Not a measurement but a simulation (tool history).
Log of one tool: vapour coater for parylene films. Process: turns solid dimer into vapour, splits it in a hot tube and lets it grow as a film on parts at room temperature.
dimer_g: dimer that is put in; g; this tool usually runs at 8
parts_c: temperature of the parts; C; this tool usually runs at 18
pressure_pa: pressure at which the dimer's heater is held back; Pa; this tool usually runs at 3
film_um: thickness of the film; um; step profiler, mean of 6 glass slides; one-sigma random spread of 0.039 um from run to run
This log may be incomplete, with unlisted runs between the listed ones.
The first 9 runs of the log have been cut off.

| run | hour | dimer_g | parts_c | pressure_pa | film_um |
|---|---|---|---|---|---|
| 10 | 96 | 8 | 18 | 3 | 4.87 |
| 11 | 108 | 8 | 18 | 2.07 | 5.21 |
| 12 | 115.7 | 8 | 18 | 2.07 | 5.17 |
| 13 | 128.7 | 8 | 20 | 3 | 4.43 |
| 14 | 136.9 | 8 | 20 | 3 | 4.47 |
| 15 | 146.3 | 8 | 20 | 4.58 | 4.11 |
| 16 | 160.2 | 8 | 18 | 3 | 4.83 |
| 17 | 173.6 | 9 | 18 | 3 | 5.4 |
| 18 | 187.2 | 9 | 18 | 3 | 5.51 |
| 19 | 196.9 | 7 | 19 | 7.64 | 3.48 |
| 20 | 209.2 | 5 | 17 | 3 | 3.13 |
| 21 | 220.7 | 6 | 24 | 4.45 | 2.69 |
| 22 | 233.5 | 6 | 18 | 3.66 | 3.53 |
| 23 | 241.3 | 6 | 18 | 3.66 | 3.52 |
| 24 | 251.6 | 6 | 11 | 6.93 | 4.1 |
| 25 | 258.5 | 6 | 11 | 6.93 | 4.1 |
| 26 | 267.1 | 8 | 18 | 8.03 | 4.03 |
|  | 277.5 | trap's valve overhauled |
| 27 | 283.6 | 8 | 11 | 6.89 | 5.44 |
| 28 | 291.8 | 8 | 11 | 6.89 | 5.49 |
| 29 | 304.5 | 8 | 11 | 6.89 | 5.48 |
| 30 | 318.9 | 8 | 14 | 2.35 | 6.03 |
| 31 | 327.6 | 8 | 14 | 5 | 5.09 |
| 32 | 337.8 | 8 | 14 | 5 | 5.19 |
| 33 | 352.9 | 8 | 22 | 10.62 | 3.32 |
| 34 | 365.2 | 8 | 22 | 6.97 | 3.54 |

Branching from run 34: 4 alternative next runs. What would each branch give?
| A | 380.4 | 8 | 22 | 10.33 | ? |
| B | 380.4 | 6 | 11 | 11.93 | ? |
| C | 380.4 | 11 | 15 | 2.15 | ? |
| D | 380.4 | 11 | 23 | 9.64 | ? |

| run | film_um |
|---|---|
| A | 3.28 |
| B | 3.73 |
| C | 8.06 |
| D | 4.44 |
What these runs would have given with no unlogged condition in the tool:
| run | film_um |
|---|---|
| A | 3.29 |
| B | 3.73 |
| C | 8.07 |
| D | 4.44 |

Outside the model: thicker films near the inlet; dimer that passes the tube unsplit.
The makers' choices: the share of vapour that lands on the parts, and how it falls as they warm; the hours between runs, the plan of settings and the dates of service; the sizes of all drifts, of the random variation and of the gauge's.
